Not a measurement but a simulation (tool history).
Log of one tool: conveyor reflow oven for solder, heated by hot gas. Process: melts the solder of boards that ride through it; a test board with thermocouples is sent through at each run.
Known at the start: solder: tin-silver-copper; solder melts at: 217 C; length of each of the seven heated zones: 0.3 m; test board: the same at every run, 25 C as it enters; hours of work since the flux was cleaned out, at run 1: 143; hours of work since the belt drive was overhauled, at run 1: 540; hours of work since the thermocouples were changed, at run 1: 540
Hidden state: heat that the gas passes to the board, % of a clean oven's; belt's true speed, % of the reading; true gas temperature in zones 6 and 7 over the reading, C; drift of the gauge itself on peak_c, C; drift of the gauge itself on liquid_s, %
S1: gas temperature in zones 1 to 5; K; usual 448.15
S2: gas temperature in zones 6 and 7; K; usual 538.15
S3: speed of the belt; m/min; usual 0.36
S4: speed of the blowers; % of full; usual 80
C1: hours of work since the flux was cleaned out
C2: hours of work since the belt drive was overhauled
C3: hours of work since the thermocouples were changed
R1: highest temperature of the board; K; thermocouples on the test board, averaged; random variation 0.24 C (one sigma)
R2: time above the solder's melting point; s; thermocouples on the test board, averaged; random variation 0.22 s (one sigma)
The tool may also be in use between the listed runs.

| run | hour | S1 | S2 | S3 | S4 | C1 | C2 | C3 | R1 | R2 |
|---|---|---|---|---|---|---|---|---|---|---|
| 1 | 0 | 448.15 | 538.15 | 0.36 | 80 | 143 | 540 | 540 | 526.05 | 78.6 |
| 2 | 39 | 448.15 | 538.15 | 0.36 | 80 | 164 | 561 | 561 | 525.55 | 78.5 |
| 3 | 116.8 | 448.15 | 538.15 | 0.36 | 80 | 205 | 602 | 602 | 525.75 | 78.7 |
|  | 142.2 | flux residue cleaned out of gas plates and filters |
| 4 | 175 | 448.15 | 538.15 | 0.36 | 80 | 17 | 631 | 631 | 525.45 | 78.2 |
| 5 | 229.5 | 448.15 | 538.15 | 0.36 | 80 | 46 | 659 | 659 | 524.95 | 78.3 |
| 6 | 270.9 | 448.15 | 538.15 | 0.36 | 80 | 68 | 681 | 681 | 525.15 | 78.3 |
| 7 | 315.8 | 448.15 | 538.15 | 0.41 | 80 | 92 | 705 | 705 | 521.35 | 64 |
|  | 339.2 | thermocouples of zones 6 and 7 changed |
| 8 | 393.2 | 448.15 | 536.15 | 0.41 | 80 | 132 | 745 | 29 | 521.05 | 63.3 |
| 9 | 453.3 | 448.15 | 536.15 | 0.41 | 80 | 164 | 777 | 60 | 520.65 | 63.4 |
| 10 | 521.2 | 448.15 | 538.15 | 0.396 | 80 | 200 | 813 | 96 | 523.75 | 68.7 |
|  | 555.5 | flux residue cleaned out of gas plates and filters |
|  | 568.7 | flux residue cleaned out of gas plates and filters, once more |
| 11 | 593.5 | 448.15 | 538.15 | 0.36 | 80 | 13 | 846 | 129 | 527.75 | 80.7 |
| 12 | 632.9 | 448.15 | 538.15 | 0.36 | 80 | 34 | 867 | 150 | 527.75 | 81.3 |
| 13 | 676.1 | 448.15 | 538.15 | 0.36 | 80 | 57 | 890 | 173 | 527.15 | 81.3 |
| 14 | 747.1 | 448.15 | 538.15 | 0.36 | 80 | 95 | 928 | 211 | 527.35 | 81.1 |
| 15 | 802.6 | 448.15 | 538.15 | 0.36 | 80 | 124 | 957 | 240 | 526.95 | 80.9 |
| 16 | 845.1 | 452.15 | 538.15 | 0.293 | 70 | 147 | 979 | 263 | 530.85 | 106.7 |

The next listed run, before its measurement:
| 17 | 922.5 | 452.15 | 531.15 | 0.366 | 80 | 188 | 1020 | 304 | ? | ? |

{"run 17": {"R1": 521.05, "R2": 75.8}}
Without the tool's hidden state the same run would have given R1 521.65 K, R2 74.4 s.
